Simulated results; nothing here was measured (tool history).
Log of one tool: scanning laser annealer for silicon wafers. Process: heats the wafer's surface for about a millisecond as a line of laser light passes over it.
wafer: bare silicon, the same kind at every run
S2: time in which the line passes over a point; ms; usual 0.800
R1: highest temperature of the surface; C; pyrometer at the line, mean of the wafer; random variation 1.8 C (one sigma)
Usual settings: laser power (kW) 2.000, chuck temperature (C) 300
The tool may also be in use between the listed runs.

run 1 hour=0.0 | laser_power_(kW)=2.000 S2=0.800 chuck_temperature_(C)=300 | R1=985
run 2 hour=22.4 | laser_power_(kW)=2.000 S2=0.800 chuck_temperature_(C)=261 | R1=945
run 3 hour=59.6 | laser_power_(kW)=2.000 S2=0.800 chuck_temperature_(C)=261 | R1=949
run 4 hour=90.8 | laser_power_(kW)=2.000 S2=0.800 chuck_temperature_(C)=261 | R1=942
run 5 hour=115.3 | laser_power_(kW)=2.000 S2=0.800 chuck_temperature_(C)=261 | R1=943
run 6 hour=139.2 | laser_power_(kW)=2.015 S2=0.800 chuck_temperature_(C)=300 | R1=984
run 7 hour=169.9 | laser_power_(kW)=2.015 S2=0.800 chuck_temperature_(C)=300 | R1=988
run 8 hour=199.1 | laser_power_(kW)=2.000 S2=0.800 chuck_temperature_(C)=300 | R1=977
run 9 hour=233.8 | laser_power_(kW)=2.000 S2=0.800 chuck_temperature_(C)=294 | R1=969
run 10 hour=260.1 | laser_power_(kW)=2.000 S2=0.800 chuck_temperature_(C)=294 | R1=971
run 11 hour=293.5 | laser_power_(kW)=2.000 S2=0.800 chuck_temperature_(C)=294 | R1=964
run 12 hour=332.4 | laser_power_(kW)=2.000 S2=0.800 chuck_temperature_(C)=294 | R1=961
run 13 hour=373.7 | laser_power_(kW)=2.000 S2=0.800 chuck_temperature_(C)=294 | R1=964
run 14 hour=407.2 | laser_power_(kW)=2.000 S2=0.800 chuck_temperature_(C)=294 | R1=962
run 15 hour=437.5 | laser_power_(kW)=2.000 S2=0.800 chuck_temperature_(C)=294 | R1=961
run 16 hour=468.6 | laser_power_(kW)=2.123 S2=0.836 chuck_temperature_(C)=293 | R1=1031
run 17 hour=501.1 | laser_power_(kW)=2.139 S2=0.783 chuck_temperature_(C)=267 | R1=981
run 18 hour=531.1 | laser_power_(kW)=2.139 S2=0.783 chuck_temperature_(C)=267 | R1=983
-- hour=549.7 window over the wafer cleaned
run 19 hour=567.2 | laser_power_(kW)=1.933 S2=0.871 chuck_temperature_(C)=267 | R1=971
run 20 hour=600.6 | laser_power_(kW)=1.840 S2=0.576 chuck_temperature_(C)=330 | R1=848
run 21 hour=642.3 | laser_power_(kW)=1.915 S2=0.576 chuck_temperature_(C)=285 | R1=827
run 22 hour=685.1 | laser_power_(kW)=1.915 S2=0.797 chuck_temperature_(C)=321 | R1=977
run 23 hour=712.4 | laser_power_(kW)=1.915 S2=0.797 chuck_temperature_(C)=321 | R1=976
run 24 hour=743.0 | laser_power_(kW)=1.915 S2=0.797 chuck_temperature_(C)=321 | R1=978

Forecast run 25:
run 25 hour=774.9 | laser_power_(kW)=1.784 S2=0.672 chuck_temperature_(C)=271 | R1=?

Run 25 gave R1 810 C.
Without the tool's hidden state the same run would have given R1 831 C.
